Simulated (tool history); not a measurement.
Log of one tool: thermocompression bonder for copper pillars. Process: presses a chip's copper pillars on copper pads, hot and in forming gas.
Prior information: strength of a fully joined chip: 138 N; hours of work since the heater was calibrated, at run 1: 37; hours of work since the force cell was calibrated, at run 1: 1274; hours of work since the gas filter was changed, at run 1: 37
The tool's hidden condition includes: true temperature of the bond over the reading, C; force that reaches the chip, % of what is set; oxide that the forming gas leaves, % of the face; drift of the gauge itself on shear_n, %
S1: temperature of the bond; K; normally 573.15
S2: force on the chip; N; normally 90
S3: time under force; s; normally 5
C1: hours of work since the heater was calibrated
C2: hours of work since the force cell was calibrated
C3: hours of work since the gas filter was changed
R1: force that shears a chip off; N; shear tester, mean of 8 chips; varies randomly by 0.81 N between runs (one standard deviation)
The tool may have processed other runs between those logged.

run 1 hour=0 | S1=573.15 S2=90 S3=5 | C1=37 C2=1274 C3=37 | R1=76.5
run 2 hour=59.7 | S1=573.15 S2=90 S3=9 | C1=74 C2=1311 C3=74 | R1=90
run 3 hour=89.5 | S1=573.15 S2=90 S3=3 | C1=93 C2=1329 C3=93 | R1=63.7
run 4 hour=123.7 | S1=573.15 S2=80 S3=5 | C1=114 C2=1351 C3=114 | R1=67.2
run 5 hour=169 | S1=573.15 S2=58 S3=5 | C1=142 C2=1379 C3=142 | R1=46.2
run 6 hour=219.2 | S1=573.15 S2=58 S3=5 | C1=173 C2=1410 C3=173 | R1=47.7
run 7 hour=271.4 | S1=573.15 S2=58 S3=5 | C1=205 C2=1442 C3=205 | R1=47.7
run 8 hour=317.8 | S1=573.15 S2=90 S3=5 | C1=234 C2=1471 C3=234 | R1=76.1
run 9 hour=360.8 | S1=573.15 S2=90 S3=5 | C1=261 C2=1497 C3=261 | R1=74.1
-- hour=367.8 force cell calibrated
run 10 hour=403.4 | S1=573.15 S2=90 S3=5 | C1=286 C2=22 C3=286 | R1=73
run 11 hour=440.6 | S1=573.15 S2=90 S3=4 | C1=309 C2=45 C3=309 | R1=67.6
-- hour=459.1 forming gas filter changed
run 12 hour=466.3 | S1=573.15 S2=90 S3=5 | C1=325 C2=61 C3=4 | R1=74.2
run 13 hour=503.4 | S1=573.15 S2=90 S3=5 | C1=348 C2=84 C3=27 | R1=74.8
run 14 hour=531.1 | S1=573.15 S2=90 S3=5 | C1=365 C2=101 C3=45 | R1=75
run 15 hour=575.3 | S1=573.15 S2=54 S3=7 | C1=392 C2=128 C3=72 | R1=47.7
run 16 hour=626.8 | S1=582.15 S2=130 S3=3 | C1=424 C2=160 C3=104 | R1=97.2
run 17 hour=663.2 | S1=562.15 S2=134 S3=5 | C1=447 C2=183 C3=126 | R1=95.7
-- hour=675.9 force cell calibrated, once more
run 18 hour=705.2 | S1=562.15 S2=114 S3=5 | C1=472 C2=18 C3=151 | R1=92.4
run 19 hour=749.8 | S1=562.15 S2=92 S3=13 | C1=499 C2=46 C3=179 | R1=100.3
run 20 hour=809.8 | S1=573.15 S2=77 S3=8 | C1=536 C2=83 C3=216 | R1=83.9
run 21 hour=869.4 | S1=572.15 S2=76 S3=5 | C1=573 C2=120 C3=253 | R1=70.9
run 22 hour=907.1 | S1=586.15 S2=76 S3=5 | C1=597 C2=143 C3=276 | R1=83.4
run 23 hour=934 | S1=573.15 S2=90 S3=7 | C1=613 C2=160 C3=293 | R1=93.2
-- hour=975.3 forming gas filter changed
run 24 hour=981.6 | S1=573.15 S2=90 S3=7 | C1=642 C2=189 C3=4 | R1=96
run 25 hour=1019.9 | S1=573.15 S2=90 S3=7 | C1=666 C2=213 C3=28 | R1=95.4
run 26 hour=1046.4 | S1=573.15 S2=90 S3=7 | C1=682 C2=229 C3=44 | R1=96.2
-- hour=1058.9 heater calibrated with a thermocouple chip
run 27 hour=1102.5 | S1=573.15 S2=90 S3=7 | C1=27 C2=262 C3=77 | R1=89.7
run 28 hour=1139.7 | S1=588.15 S2=110 S3=14 | C1=50 C2=286 C3=101 | R1=127.4

5 ways to go on from here, each from the tool as it stands after run 28. What would each give?
run A hour=1192.8 | S1=573.15 S2=93 S3=5 | C1=83 C2=318 C3=133 | R1=?
run B hour=1192.8 | S1=579.15 S2=110 S3=7 | C1=83 C2=318 C3=133 | R1=?
run C hour=1192.8 | S1=573.15 S2=123 S3=7 | C1=83 C2=318 C3=133 | R1=?
run D hour=1192.8 | S1=576.15 S2=90 S3=5 | C1=83 C2=318 C3=133 | R1=?
run E hour=1192.8 | S1=548.15 S2=68 S3=5 | C1=83 C2=318 C3=133 | R1=?

run=A R1=82.8
run=B R1=107.7
run=C R1=111.6
run=D R1=83.1
run=E R1=42
The same runs, with their run-to-run variation unchanged, on a tool lacking any hidden condition would have given:
run=A R1=85.5
run=B R1=110.3
run=C R1=114.2
run=D R1=85.7
run=E R1=43.7
